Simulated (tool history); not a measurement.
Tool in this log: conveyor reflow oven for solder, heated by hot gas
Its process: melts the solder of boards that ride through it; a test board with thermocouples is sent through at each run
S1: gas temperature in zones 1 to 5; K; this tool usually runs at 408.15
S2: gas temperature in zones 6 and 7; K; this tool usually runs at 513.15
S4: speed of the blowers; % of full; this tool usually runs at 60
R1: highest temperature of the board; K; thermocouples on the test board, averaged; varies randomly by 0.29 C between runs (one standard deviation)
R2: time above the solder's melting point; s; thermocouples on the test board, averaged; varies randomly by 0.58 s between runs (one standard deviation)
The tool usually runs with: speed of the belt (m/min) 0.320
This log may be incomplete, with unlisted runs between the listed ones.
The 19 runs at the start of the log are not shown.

-- hour=802.2 thermocouples of zones 6 and 7 changed
run 20 hour=822.3 | S1=408.15 S2=501.15 speed_of_the_belt_(m/min)=0.320 S4=60 | R1=486.45 R2=96.1
run 21 hour=875.6 | S1=408.15 S2=501.15 speed_of_the_belt_(m/min)=0.320 S4=60 | R1=486.25 R2=95.2
run 22 hour=923.2 | S1=408.15 S2=501.15 speed_of_the_belt_(m/min)=0.320 S4=60 | R1=486.35 R2=94.8
-- hour=950.1 flux residue cleaned out of gas plates and filters
run 23 hour=968.4 | S1=408.15 S2=501.15 speed_of_the_belt_(m/min)=0.320 S4=60 | R1=487.45 R2=97.5
run 24 hour=993.0 | S1=406.15 S2=513.15 speed_of_the_belt_(m/min)=0.320 S4=81 | R1=500.65 R2=114.2
run 25 hour=1024.3 | S1=409.15 S2=515.15 speed_of_the_belt_(m/min)=0.369 S4=64 | R1=495.75 R2=93.5
run 26 hour=1062.3 | S1=417.15 S2=513.15 speed_of_the_belt_(m/min)=0.320 S4=54 | R1=498.25 R2=114.8
run 27 hour=1090.0 | S1=398.15 S2=527.15 speed_of_the_belt_(m/min)=0.327 S4=66 | R1=509.35 R2=114.5
run 28 hour=1131.8 | S1=398.15 S2=527.15 speed_of_the_belt_(m/min)=0.327 S4=66 | R1=509.75 R2=114.0
run 29 hour=1154.7 | S1=408.15 S2=522.15 speed_of_the_belt_(m/min)=0.320 S4=60 | R1=506.35 R2=118.3
run 30 hour=1182.7 | S1=399.15 S2=510.15 speed_of_the_belt_(m/min)=0.312 S4=52 | R1=492.65 R2=101.6

Predict each of these 4 candidate next runs independently; none follows another, all start after run 30:
run A hour=1228.4 | S1=408.15 S2=515.15 speed_of_the_belt_(m/min)=0.320 S4=71 | R1=? R2=?
run B hour=1228.4 | S1=399.15 S2=510.15 speed_of_the_belt_(m/min)=0.347 S4=88 | R1=? R2=?
run C hour=1228.4 | S1=399.15 S2=510.15 speed_of_the_belt_(m/min)=0.337 S4=52 | R1=? R2=?
run D hour=1228.4 | S1=415.15 S2=510.15 speed_of_the_belt_(m/min)=0.295 S4=89 | R1=? R2=?

run=A R1=502.15 R2=114.0
run=B R1=495.55 R2=95.8
run=C R1=490.35 R2=88.9
run=D R1=501.65 R2=131.9
Without the tool's hidden state the same runs would have given:
run=A R1=501.45 R2=108.3
run=B R1=495.05 R2=91.2
run=C R1=489.35 R2=83.7
run=D R1=501.05 R2=125.7
